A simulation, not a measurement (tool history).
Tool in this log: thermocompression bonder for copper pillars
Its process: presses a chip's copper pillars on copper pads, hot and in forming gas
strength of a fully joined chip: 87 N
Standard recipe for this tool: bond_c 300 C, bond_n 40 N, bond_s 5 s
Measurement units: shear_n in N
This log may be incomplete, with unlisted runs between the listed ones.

run	hour	bond_c	bond_n	bond_s	shear_n
1	0.0	300	40	5	38.2
2	76.9	300	40	5	37.7
3	152.1	300	40	12	51.3
4	219.1	300	40	12	51.3
5	270.3	300	40	12	51.0
6	354.1	300	40	12	51.2
# hour 384.3: forming gas filter changed
7	394.7	300	46	13	56.1
8	471.9	275	40	5	29.7
# hour 493.1: force cell calibrated
9	517.7	317	40	9	52.9
10	571.3	329	52	4	50.3
11	654.9	295	47	5	39.2
12	719.0	300	30	10	41.4

Here are 4 independent what-if runs from the current tool condition. What would each one return?
# hour 771.0: forming gas filter changed
A	783.1	300	25	10	?
# hour 771.0: forming gas filter changed
B	783.1	300	35	10	?
# hour 771.0: forming gas filter changed
C	783.1	314	24	13	?
# hour 771.0: forming gas filter changed
D	783.1	314	38	4	?

run	shear_n
A	38.0
B	45.4
C	45.9
D	38.7
Take away the tool's hidden state, keep each run's random variation, and the runs would have read:
run	shear_n
A	37.7
B	45.1
C	45.6
D	38.4
